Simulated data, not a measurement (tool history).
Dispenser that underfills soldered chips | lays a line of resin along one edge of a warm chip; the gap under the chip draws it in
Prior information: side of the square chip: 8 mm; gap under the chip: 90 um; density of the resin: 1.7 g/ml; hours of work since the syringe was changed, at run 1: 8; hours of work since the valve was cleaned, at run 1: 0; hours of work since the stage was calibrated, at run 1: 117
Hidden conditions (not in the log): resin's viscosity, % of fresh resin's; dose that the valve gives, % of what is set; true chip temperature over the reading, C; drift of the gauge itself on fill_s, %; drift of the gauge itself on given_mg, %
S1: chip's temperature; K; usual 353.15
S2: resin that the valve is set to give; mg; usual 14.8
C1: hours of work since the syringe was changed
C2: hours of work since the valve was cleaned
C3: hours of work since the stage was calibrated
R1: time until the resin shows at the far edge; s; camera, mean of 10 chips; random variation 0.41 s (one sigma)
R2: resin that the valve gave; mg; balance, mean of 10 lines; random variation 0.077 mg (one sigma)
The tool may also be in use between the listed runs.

Run 1, hour 0.0: usual settings; C1 8; C2 0; C3 117. Result: R1 50.3 s, R2 14.83 mg.
At hour 6.5: new syringe of resin.
Run 2, hour 10.4: usual settings; C1 3; C2 6; C3 123. Result: R1 33.8 s, R2 14.82 mg.
Run 3, hour 18.9: usual settings; C1 8; C2 12; C3 129. Result: R1 51.3 s, R2 14.69 mg.
At hour 25.7: new syringe of resin.
Run 4, hour 26.0: usual settings; C1 0; C2 16; C3 133. Result: R1 28.0 s, R2 14.50 mg.
Run 5, hour 34.9: usual settings; C1 6; C2 22; C3 139. Result: R1 44.0 s, R2 14.63 mg.
Run 6, hour 43.6: usual settings; C1 11; C2 27; C3 144. Result: R1 65.7 s, R2 14.45 mg.
At hour 44.7: new syringe of resin.
Run 7, hour 49.9: usual settings; C1 3; C2 31; C3 148. Result: R1 35.5 s, R2 14.39 mg.
Run 8, hour 63.0: usual settings; C1 12; C2 40; C3 156. Result: R1 68.3 s, R2 14.28 mg.
At hour 63.9: new syringe of resin.
At hour 69.4: dispensing valve cleaned and set on the balance.
Run 9, hour 73.3: usual settings; C1 5; C2 2; C3 162. Result: R1 42.1 s, R2 14.82 mg.
Run 10, hour 80.4: usual settings; C1 10; C2 7; C3 167. Result: R1 59.6 s, R2 14.66 mg.
At hour 83.7: new syringe of resin.
Run 11, hour 93.4: usual settings but S1 349.15 K; C1 6; C2 15; C3 175. Result: R1 52.4 s, R2 14.54 mg.
At hour 102.6: new syringe of resin.
Run 12, hour 103.3: usual settings but S1 349.15 K; C1 0; C2 21; C3 181. Result: R1 34.0 s, R2 14.48 mg.
Run 13, hour 114.0: usual settings but S1 349.15 K; C1 7; C2 28; C3 188. Result: R1 57.1 s, R2 14.27 mg.
At hour 121.9: new syringe of resin.
Run 14, hour 121.9: usual settings but S1 349.15 K; C1 0; C2 33; C3 193. Result: R1 33.5 s, R2 14.43 mg.
Run 15, hour 131.5: usual settings; C1 6; C2 39; C3 199. Result: R1 44.0 s, R2 14.29 mg.
At hour 139.0: dispensing valve cleaned and set on the balance.
At hour 142.0: new syringe of resin.
Run 16, hour 145.2: usual settings; C1 2; C2 4; C3 207. Result: R1 32.7 s, R2 14.73 mg.
Run 17, hour 158.2: usual settings; C1 10; C2 12; C3 215. Result: R1 59.3 s, R2 14.62 mg.

The next listed run, before its measurement:
At hour 161.6: new syringe of resin.
Run 18, hour 167.2: usual settings; C1 4; C2 18; C3 220. Result: R1 ?, R2 ?.

Run 18 yielded R1 35.6 s, R2 14.57 mg.
Minus the tool's unlogged condition, the same run would have read R1 28.5 s, R2 14.82 mg.
